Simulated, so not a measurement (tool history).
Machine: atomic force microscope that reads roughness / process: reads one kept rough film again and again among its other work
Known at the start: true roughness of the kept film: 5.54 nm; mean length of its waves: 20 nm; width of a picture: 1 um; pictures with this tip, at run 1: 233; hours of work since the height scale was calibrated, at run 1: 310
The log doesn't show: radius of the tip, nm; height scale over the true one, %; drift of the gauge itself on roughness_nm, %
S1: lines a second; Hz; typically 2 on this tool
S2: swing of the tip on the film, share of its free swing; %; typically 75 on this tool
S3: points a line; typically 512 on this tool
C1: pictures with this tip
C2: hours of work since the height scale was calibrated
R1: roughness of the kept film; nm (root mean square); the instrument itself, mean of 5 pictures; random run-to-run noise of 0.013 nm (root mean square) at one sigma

run   hour    S1  S2   S3   C1   C2     R1
  1      0     2  75  512  233  310  1.886
  2   13.6     2  75  512  256  318    1.8
  3   30.7     2  77  512  285  329  1.696
  4   46.5     2  77  512  311  339  1.627
      59.2  -- new tip fitted
  5   63.7     2  75  512    7  349  3.038
  6   78.3  3.71  75  512   32  358  2.549
  7   90.9     2  75  550   53  366  2.645
  8  106.6     2  75  512   79  376  2.478
  9  119.5     2  75  512  101  384  2.346
 10  129.1     2  75  512  117  390  2.291
 11  140.3     2  75  512  136  397  2.197
 12  154.1     2  75  512  159  405  2.099
 13  164.8     2  75  512  177  412  2.009
 14  177.6     2  75  512  198  420  1.921
 15  190.9     2  75  512  220  428  1.877
 16  204.1     2  75  512  242  436  1.802
 17  213.7     2  75  512  259  442  1.747
 18  229.5     2  80  512  285  452  1.606
 19  241.8     2  75  345  306  460  1.593
 20  256.1     2  75  345  330  469  1.551
     259.2  -- new tip fitted
 21  269.2     2  75  512   17  476  2.951
 22  287.7     2  75  512   48  488  2.696
 23  303.7     2  82  512   75  498  2.401
 24  317.2     2  82  512   97  506  2.276
 25  334.8     2  82  512  127  517  2.141
 26    344     2  82  512  142  523  2.058
 27  364.3     2  82  512  176  536  1.946
 28  376.8     2  82  512  197  543  1.866
 29  390.4  3.81  75  556  220  552  1.696
 30  399.6  3.81  75  556  235  558  1.642
 31  419.9  0.67  75  455  269  570  1.863
 32  437.4   2.9  58  440  299  581  1.754
 33  452.5   2.9  58  440  324  590  1.666
     458.4  -- new tip fitted
 34  467.1     2  57  512   15  599  3.246
 35  480.7   0.7  83  262   37  608  2.929
 36  501.3   0.7  55  765   72  620   2.94
 37  519.7     2  75  342  103  632  2.369
 38  539.1     2  75  342  135  644  2.205
 39  550.9     2  65  381  155  651  2.248
 40  570.8  2.02  55  832  188  664  2.204
 41  590.4  0.62  76  666  221  676  2.082
 42  608.2  3.31  69  334  251  687  1.736
 43  621.3  3.31  69  952  273  695  1.716
 44  641.7  3.31  82  952  307  708  1.425
 45  652.8  3.99  65  281  326  715  1.552
     658.4  -- new tip fitted
 46  669.6  3.99  65  281   19  725  2.867
 47  680.1  2.02  65  281   37  731  2.892
 48  698.6  2.02  65  281   68  743  2.685
 49  712.1  1.81  75  512   90  751  2.513
 50  728.1   1.1  76  289  117  761  2.385
 51  746.7   1.1  60  408  148  773  2.374
 52  763.9  0.55  60  408  177  783  2.283
 53  783.7  0.55  60  408  210  796  2.116

Subtracting, for every run, the result it would have given without the tool's unlogged condition from the measured result gives the following. The same run-to-run variation enters both numbers; the gauge's scatter may not:
run      R1
  1  -1.231
  2  -1.308
  3  -1.381
  4  -1.458
  5  -0.087
  6  -0.273
  7  -0.467
  8  -0.632
  9  -0.744
 10   -0.83
 11   -0.92
 12  -1.027
 13  -1.091
 14  -1.177
 15  -1.257
 16  -1.331
 17  -1.388
 18  -1.391
 19  -1.482
 20  -1.546
 21  -0.179
 22  -0.421
 23  -0.571
 24  -0.689
 25  -0.837
 26  -0.885
 27  -1.026
 28  -1.101
 29  -1.115
 30  -1.157
 31  -1.514
 32  -1.578
 33  -1.643
 34  -0.139
 35  -0.291
 36  -0.578
 37  -0.698
 38  -0.869
 39  -1.017
 40  -1.203
 41  -1.329
 42   -1.27
 43  -1.365
 44  -1.272
 45  -1.464
 46  -0.152
 47  -0.298
 48  -0.523
 49  -0.678
 50  -0.835
 51  -1.058
 52  -1.198
 53  -1.328

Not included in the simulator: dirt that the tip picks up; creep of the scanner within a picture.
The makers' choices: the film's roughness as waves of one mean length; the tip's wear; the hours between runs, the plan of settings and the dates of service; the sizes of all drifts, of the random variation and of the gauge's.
